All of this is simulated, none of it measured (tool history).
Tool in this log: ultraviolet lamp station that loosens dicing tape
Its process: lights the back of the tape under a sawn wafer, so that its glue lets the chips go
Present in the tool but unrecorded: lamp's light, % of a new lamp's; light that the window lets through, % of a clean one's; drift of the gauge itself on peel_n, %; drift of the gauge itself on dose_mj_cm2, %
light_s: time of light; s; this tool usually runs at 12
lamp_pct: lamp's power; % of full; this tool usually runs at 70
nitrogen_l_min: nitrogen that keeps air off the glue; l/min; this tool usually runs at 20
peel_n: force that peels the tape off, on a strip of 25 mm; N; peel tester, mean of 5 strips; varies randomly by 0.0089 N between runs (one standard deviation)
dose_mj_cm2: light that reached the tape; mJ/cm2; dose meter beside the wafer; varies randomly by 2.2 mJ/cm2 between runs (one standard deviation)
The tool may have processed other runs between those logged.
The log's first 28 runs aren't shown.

run,hour,light_s,lamp_pct,nitrogen_l_min,hours of work of the lamp,hours of work since the window was cleaned,peel_n,dose_mj_cm2
29,1975.1,11,79,37,527,289,0.351,174
30,2032.4,19,97,12,554,315,0.242,371
31,2087.7,19,97,12,580,341,0.245,370
32,2175.4,7,79,7,621,382,1.634,111
33,2248.8,8,84,20,655,417,0.766,126
34,2328.7,12,97,14,693,454,0.404,221
35,2385.4,12,71,18,719,480,0.573,159
# hour 2407: window cleaned of glue's vapour
36,2481.5,7,70,33,764,35,0.923,99

Run 37 is up next; what results do you expect?
37,2564.5,7,69,33,803,74,?,?

{"run 37": {"peel_n": 0.959, "dose_mj_cm2": 94}}
Without the tool's hidden state the same run would have given peel_n 0.676 N, dose_mj_cm2 118 mJ/cm2.
